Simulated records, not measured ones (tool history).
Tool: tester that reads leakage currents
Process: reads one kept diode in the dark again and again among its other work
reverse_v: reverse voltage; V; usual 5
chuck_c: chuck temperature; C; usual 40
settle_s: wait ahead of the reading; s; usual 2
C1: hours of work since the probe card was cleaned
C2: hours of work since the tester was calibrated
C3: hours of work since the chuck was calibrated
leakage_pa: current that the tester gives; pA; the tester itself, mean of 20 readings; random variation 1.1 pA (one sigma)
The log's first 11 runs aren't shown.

Run 12, day 12.196: usual settings but reverse_v 1.35 V; C1 1080; C2 149; C3 339. Result: leakage_pa 202.54 pA.
Run 13, day 13.692: usual settings; C1 1095; C2 164; C3 354. Result: leakage_pa 372.94 pA.
Run 14, day 15.088: usual settings; C1 1109; C2 178; C3 368. Result: leakage_pa 371.42 pA.
At day 15.271: tester calibrated.
Run 15, day 16.504: usual settings; C1 1122; C2 12; C3 381. Result: leakage_pa 372.49 pA.
Run 16, day 17.812: usual settings; C1 1135; C2 25; C3 394. Result: leakage_pa 371.37 pA.
Run 17, day 19.321: usual settings; C1 1151; C2 40; C3 409. Result: leakage_pa 371.31 pA.
Run 18, day 19.988: usual settings but reverse_v 2.93 V, chuck_c 21 C, settle_s 1.35 s; C1 1157; C2 47; C3 416. Result: leakage_pa 60.62 pA.
At day 21.592: tester calibrated, once more.
Run 19, day 21.633: usual settings but reverse_v 2.93 V, chuck_c 21 C, settle_s 1.35 s; C1 1173; C2 0; C3 432. Result: leakage_pa 60.57 pA.
Run 20, day 22.621: usual settings but reverse_v 1.75 V; C1 1183; C2 10; C3 442. Result: leakage_pa 224.17 pA.
Run 21, day 23.775: usual settings but reverse_v 1.75 V; C1 1194; C2 22; C3 453. Result: leakage_pa 224.39 pA.
Run 22, day 24.788: usual settings but reverse_v 1.75 V; C1 1204; C2 32; C3 463. Result: leakage_pa 224.58 pA.
Run 23, day 26.079: usual settings but reverse_v 1.75 V; C1 1217; C2 45; C3 476. Result: leakage_pa 224.01 pA.
At day 26.888: probe card cleaned and baked.
Run 24, day 27.7: usual settings but reverse_v 5.24 V, chuck_c 30 C, settle_s 7.76 s; C1 8; C2 60; C3 491. Result: leakage_pa 159.11 pA.
Run 25, day 28.638: usual settings but reverse_v 14.45 V, chuck_c 50 C, settle_s 0.83 s; C1 17; C2 69; C3 500. Result: leakage_pa 1259.64 pA.
Run 26, day 29.296: usual settings but reverse_v 4.19 V, chuck_c 50 C, settle_s 0.68 s; C1 24; C2 76; C3 507. Result: leakage_pa 712.23 pA.
Run 27, day 30.421: usual settings but reverse_v 4.19 V, chuck_c 50 C, settle_s 0.68 s; C1 35; C2 87; C3 518. Result: leakage_pa 718.74 pA.
Run 28, day 31.783: usual settings but chuck_c 31 C, settle_s 1.89 s; C1 49; C2 100; C3 532. Result: leakage_pa 168.68 pA.
Run 29, day 33.067: usual settings but chuck_c 31 C, settle_s 1.89 s; C1 62; C2 113; C3 545. Result: leakage_pa 168.42 pA.
Run 30, day 34.246: usual settings but reverse_v 1.79 V, settle_s 0.95 s; C1 73; C2 125; C3 556. Result: leakage_pa 223.13 pA.
Run 31, day 35.308: usual settings but reverse_v 1.49 V, chuck_c 44 C, settle_s 0.55 s; C1 84; C2 136; C3 567. Result: leakage_pa 279.66 pA.
Run 32, day 36.742: usual settings but reverse_v 3.95 V, chuck_c 33 C, settle_s 2.06 s; C1 98; C2 150; C3 581. Result: leakage_pa 178.71 pA.

Forecast each of these 4 alternatives for the next run:
Run A, day 37.596: usual settings but reverse_v 8.43 V, chuck_c 22 C, settle_s 0.53 s; C1 107; C2 158; C3 590. Result: leakage_pa ?.
Run B, day 37.596: usual settings but reverse_v 3.95 V, chuck_c 30 C, settle_s 2.06 s; C1 107; C2 158; C3 590. Result: leakage_pa ?.
Run C, day 37.596: usual settings but reverse_v 16.53 V, chuck_c 31 C, settle_s 0.5 s; C1 107; C2 158; C3 590. Result: leakage_pa ?.
Run D, day 37.596: usual settings but reverse_v 4.61 V; C1 107; C2 158; C3 590. Result: leakage_pa ?.

run  leakage_pa
  A       97.91
  B      138.25
  C      291.59
  D      342.25
Without the tool's hidden state the same runs would have given:
run  leakage_pa
  A      103.87
  B      147.54
  C      309.54
  D      364.56
